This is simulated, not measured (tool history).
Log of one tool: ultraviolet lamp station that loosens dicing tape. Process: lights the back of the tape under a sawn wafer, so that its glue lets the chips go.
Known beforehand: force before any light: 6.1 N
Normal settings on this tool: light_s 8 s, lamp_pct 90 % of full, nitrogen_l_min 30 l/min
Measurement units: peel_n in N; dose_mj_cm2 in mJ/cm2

run,day,light_s,lamp_pct,nitrogen_l_min,peel_n,dose_mj_cm2
1,0,8,90,30,0.453,434
2,0.267,8,90,14,0.838,440
3,0.504,8,90,14,0.869,437
4,0.696,8,90,30,0.437,437
5,0.917,8,90,30,0.435,437
6,1.117,8,80,30,0.579,390
7,1.412,8,90,30,0.464,438
8,1.688,8,90,30,0.434,429
9,2.033,8,90,30,0.452,430
10,2.283,8,69,30,0.802,329
11,2.625,8,90,30,0.457,431
12,3.067,8,90,30,0.461,438
13,3.333,8,90,30,0.467,428
14,3.729,8,90,30,0.461,430
15,4.092,8,90,30,0.481,425
16,4.429,8,90,30,0.475,428
17,4.629,8,90,30,0.476,427
18,4.912,8,90,30,0.484,429
19,5.262,8,67,30,0.849,312
20,5.725,6,90,30,0.834,318
21,6.133,8,90,30,0.473,417
22,6.421,8,90,30,0.49,425
23,6.662,10,62,10,1.523,363
24,6.996,10,62,10,1.522,363
25,7.354,8,90,45,0.343,417
26,7.708,5,90,20,1.508,264
27,8.033,13,76,16,0.454,578
28,8.35,13,76,16,0.437,574
29,8.625,9,90,10,1.01,468
30,8.942,9,90,10,0.993,467
31,9.308,7,70,16,1.546,281
32,9.688,5,70,38,1.498,201
33,9.967,5,87,10,2.269,250
34,10.388,8,81,15,1.083,369
35,10.838,8,81,15,1.069,372
36,11.092,5,97,41,0.849,273
37,11.442,13,61,9,1.169,451
38,11.65,4,63,41,2.197,144
39,11.958,13,90,30,0.182,667
40,12.196,13,94,30,0.161,696
41,12.412,13,94,30,0.178,695
42,12.675,5,92,20,1.53,259
43,13.062,10,79,43,0.304,447

Branching from run 43: 5 alternative next runs. What would each branch give?
A,13.304,8,67,30,?,?
B,13.304,8,67,30,?,?
C,13.304,12,86,22,?,?
D,13.304,8,75,9,?,?
E,13.304,5,79,19,?,?

run,peel_n,dose_mj_cm2
A,0.935,304
B,0.922,303
C,0.324,585
D,1.701,341
E,1.992,220
The same runs, with their run-to-run variation unchanged, on a tool lacking any hidden condition would have given:
run,peel_n,dose_mj_cm2
A,0.708,352
B,0.696,352
C,0.234,680
D,1.395,395
E,1.662,255

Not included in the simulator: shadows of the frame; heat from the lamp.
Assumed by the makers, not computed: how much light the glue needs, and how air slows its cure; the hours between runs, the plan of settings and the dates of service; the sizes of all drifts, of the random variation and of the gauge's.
